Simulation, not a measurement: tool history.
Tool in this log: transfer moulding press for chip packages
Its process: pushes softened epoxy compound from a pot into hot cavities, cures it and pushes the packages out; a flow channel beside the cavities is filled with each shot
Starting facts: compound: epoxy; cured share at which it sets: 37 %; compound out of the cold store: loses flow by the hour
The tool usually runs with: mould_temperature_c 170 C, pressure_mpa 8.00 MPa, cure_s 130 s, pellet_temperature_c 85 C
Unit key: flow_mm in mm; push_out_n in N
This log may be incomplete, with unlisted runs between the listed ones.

run    hour  mould_temperature_c  pressure_mpa  cure_s  pellet_temperature_c  incoming compound's hours out of the cold store  flow_mm  push_out_n
  1     0.0                  170          8.00     130                    85                                             24.2      726         423
       36.0  -- cavities cleaned with cleaning compound and waxed
  2    36.0                  170          8.00     130                    85                                             17.9      730         266
       56.3  -- plunger's sealing rings changed
  3    60.5                  170          8.00     130                    85                                             19.1      766         359
       84.9  -- mould's thermocouples calibrated
  4   100.4                  170          8.00     130                    79                                             39.6      727         431
      121.2  -- cavities cleaned with cleaning compound and waxed
  5   156.1                  170          8.00     120                    85                                             22.6      749         390
      200.6  -- cavities cleaned with cleaning compound and waxed
  6   201.1                  170          8.00     120                    85                                             33.6      732         279
  7   244.1                  165          8.00     120                    85                                             30.2      750         563
      278.6  -- cavities cleaned with cleaning compound and waxed
  8   292.9                  170          8.00     130                    85                                             19.9      742         327
  9   325.6                  170          8.00     130                    85                                             26.5      735         431
 10   349.5                  170          7.75     130                    85                                             25.2      725         443
      358.0  -- cavities cleaned with cleaning compound and waxed
 11   374.4                  170          7.75     130                    85                                             39.1      702         328
 12   422.9                  170          8.65     130                    85                                             11.6      775         458
      440.0  -- cavities cleaned with cleaning compound and waxed
 13   450.8                  170          8.65     130                    85                                             11.5      777         322
 14   500.9                  170          8.65     133                    85                                             47.3      716         443
      518.4  -- cavities cleaned with cleaning compound and waxed
 15   551.1                  175          8.16     130                    85                                             43.9      687         358
      597.3  -- cavities cleaned with cleaning compound and waxed
 16   602.2                  171          8.16     130                    93                                             10.5      744         275
      624.0  -- plunger's sealing rings changed
 17   633.0                  165          8.00     135                    85                                             31.4      761         456
      682.2  -- cavities cleaned with cleaning compound and waxed
 18   685.6                  165          8.00     135                    85                                             18.6      781         343
 19   732.2                  164          7.54     135                    85                                             16.1      760         561
      760.3  -- cavities cleaned with cleaning compound and waxed
 20   776.5                  164          7.54     135                    85                                             10.7      760         453
      794.7  -- mould's thermocouples calibrated
 21   813.7                  164          6.62     137                    85                                             33.5      676         498
      843.6  -- cavities cleaned with cleaning compound and waxed
 22   850.3                  164          6.62     137                    85                                             17.8      698         350
 23   879.9                  170          9.45     126                    83                                             23.2      800         400
 24   915.4                  170          8.50     164                    90                                             26.4      754         419
      922.4  -- cavities cleaned with cleaning compound and waxed
 25   943.4                  170          8.50     164                    90                                             35.4      739         339
 26   990.5                  166          6.90     130                    90                                             37.1      669         479
     1002.8  -- cavities cleaned with cleaning compound and waxed
 27  1020.9                  166          6.90     130                    90                                             12.6      707         407

3 ways to go on from here, each from the tool as it stands after run 27. What would each give?
  A  1044.3                  178          6.90     115                    90                                             38.8        ?           ?
  B  1044.3                  170          6.13     161                    79                                             32.2        ?           ?
  C  1044.3                  170          7.33     154                    85                                             33.1        ?           ?

run  flow_mm  push_out_n
  A      640         387
  B      622         380
  C      682         388
Without the tool's unlogged condition, the same runs would have read:
run  flow_mm  push_out_n
  A      668         246
  B      649         240
  C      711         249

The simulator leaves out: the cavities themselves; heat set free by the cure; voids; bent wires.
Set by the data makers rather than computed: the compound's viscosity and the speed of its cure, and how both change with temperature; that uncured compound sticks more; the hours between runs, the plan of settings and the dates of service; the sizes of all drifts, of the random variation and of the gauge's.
